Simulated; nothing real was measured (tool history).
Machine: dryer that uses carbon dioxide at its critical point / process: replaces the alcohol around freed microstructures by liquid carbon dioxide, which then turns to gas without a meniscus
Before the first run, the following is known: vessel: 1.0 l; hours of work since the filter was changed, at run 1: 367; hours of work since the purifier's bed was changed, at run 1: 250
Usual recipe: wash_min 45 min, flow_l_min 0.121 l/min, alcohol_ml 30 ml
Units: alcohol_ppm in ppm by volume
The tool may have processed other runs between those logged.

run   hour  wash_min  flow_l_min  alcohol_ml  hours of work since the filter was changed  hours of work since the purifier's bed was changed  alcohol_ppm
  1    0.0        45       0.121          30                                         367                                                 250          469
  2   41.6        45       0.172          30                                         397                                                 280          155
  3   84.0        45       0.121          30                                         427                                                 310          519
  4  110.4        45       0.121          30                                         446                                                 329          549
  5  141.1        45       0.121          30                                         468                                                 351          559
  6  174.5        45       0.153          30                                         492                                                 375          266
     183.5  -- inlet filter changed
  7  200.9        45       0.153          30                                          12                                                 393          189
  8  241.7        45       0.153          30                                          42                                                 422          200
  9  260.5        45       0.153          30                                          55                                                 436          205
 10  284.8        45       0.153          54                                          72                                                 453          286
 11  323.2        45       0.116          54                                         100                                                 480          753
 12  348.0        31       0.116          54                                         117                                                 498         2730
 13  385.5        31       0.116          54                                         144                                                 525         2706
 14  407.9        41       0.121          30                                         160                                                 541          617
 15  439.0        41       0.121          64                                         182                                                 563         1199
 16  479.8        41       0.121          64                                         212                                                 592         1221
     508.1  -- purifier's bed changed
 17  509.3        41       0.121          64                                         230                                                   1         1128
 18  543.6        49       0.126          53                                         255                                                  25          358
 19  569.5        49       0.126          53                                         273                                                  44          367
 20  606.8        56       0.095          87                                         300                                                  70         1196
 21  646.3        54       0.139          30                                         328                                                  99          112
 22  663.3        41       0.115          30                                         340                                                 111          735
 23  691.4        46       0.161          37                                         361                                                 131          155
 24  728.5        68       0.167          48                                         387                                                 157           58
 25  747.7        38       0.110          27                                         401                                                 171         1100
 26  787.4        51       0.076          30                                         429                                                 199         1459
 27  822.8        32       0.122          30                                         454                                                 225         1563
 28  845.2        45       0.123          43                                         470                                                 241          710
     882.7  -- inlet filter changed
 29  884.7        45       0.106          31                                           1                                                 268          529
 30  905.4        45       0.106          31                                          16                                                 283          571

Forecast each of these 4 alternatives for the next run:
  A  937.5        45       0.193          30                                          39                                                 306            ?
  B  937.5        34       0.097          30                                          39                                                 306            ?
  C  937.5        50       0.099          30                                          39                                                 306            ?
  D  937.5        48       0.095          30                                          39                                                 306            ?

run  alcohol_ppm
  A          108
  B         1751
  C          487
  D          645
With the hidden condition removed and each run's random variation left untouched, the same runs would have given:
run  alcohol_ppm
  A           28
  B         1612
  C          387
  D          539

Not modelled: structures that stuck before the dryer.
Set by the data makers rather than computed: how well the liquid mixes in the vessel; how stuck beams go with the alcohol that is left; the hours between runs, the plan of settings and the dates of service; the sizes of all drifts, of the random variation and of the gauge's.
